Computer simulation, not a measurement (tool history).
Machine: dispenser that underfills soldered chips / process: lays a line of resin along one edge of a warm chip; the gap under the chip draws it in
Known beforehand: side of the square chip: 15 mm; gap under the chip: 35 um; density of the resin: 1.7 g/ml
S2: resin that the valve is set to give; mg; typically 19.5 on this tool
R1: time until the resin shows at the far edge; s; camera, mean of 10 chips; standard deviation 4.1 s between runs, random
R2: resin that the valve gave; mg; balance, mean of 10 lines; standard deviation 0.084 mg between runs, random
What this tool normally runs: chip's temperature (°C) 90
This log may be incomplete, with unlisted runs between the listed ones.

run 1 hour=0 | chip's_temperature_(°C)=90 S2=19.5 | R1=553.3 R2=17.96
run 2 hour=4.1 | chip's_temperature_(°C)=96 S2=19.5 | R1=529.1 R2=17.68
-- hour=4.8 new syringe of resin
run 3 hour=7.2 | chip's_temperature_(°C)=96 S2=18.7 | R1=362.8 R2=17.21
run 4 hour=11.4 | chip's_temperature_(°C)=96 S2=18.7 | R1=461.8 R2=16.93
-- hour=14.3 new syringe of resin
run 5 hour=15.4 | chip's_temperature_(°C)=96 S2=18.7 | R1=330.2 R2=16.94
run 6 hour=17.3 | chip's_temperature_(°C)=91 S2=18.7 | R1=466 R2=16.94
-- hour=21.2 dispensing valve cleaned and set on the balance
run 7 hour=22.2 | chip's_temperature_(°C)=91 S2=18.7 | R1=577.6 R2=18.74
-- hour=24.8 new syringe of resin
run 8 hour=26.2 | chip's_temperature_(°C)=91 S2=18.7 | R1=420.1 R2=18.67
run 9 hour=28.7 | chip's_temperature_(°C)=91 S2=18.7 | R1=481.3 R2=18.57
run 10 hour=32.6 | chip's_temperature_(°C)=90 S2=17.1 | R1=656.2 R2=17.02
-- hour=34.1 new syringe of resin
run 11 hour=35.8 | chip's_temperature_(°C)=90 S2=17.1 | R1=458 R2=16.94
run 12 hour=39 | chip's_temperature_(°C)=90 S2=17.1 | R1=556.1 R2=16.93
run 13 hour=42.2 | chip's_temperature_(°C)=101 S2=19.5 | R1=383.7 R2=19.16
-- hour=43.4 new syringe of resin
run 14 hour=44.3 | chip's_temperature_(°C)=88 S2=21.3 | R1=461.3 R2=20.96

For run 15, what comes out?
run 15 hour=48.1 | chip's_temperature_(°C)=79 S2=19.5 | R1=? R2=?

R1: 903.2 s
R2: 19.16 mg
If the tool had no hidden condition, the same run with the same run-to-run variation would have returned R1 707 s, R2 19.47 mg.
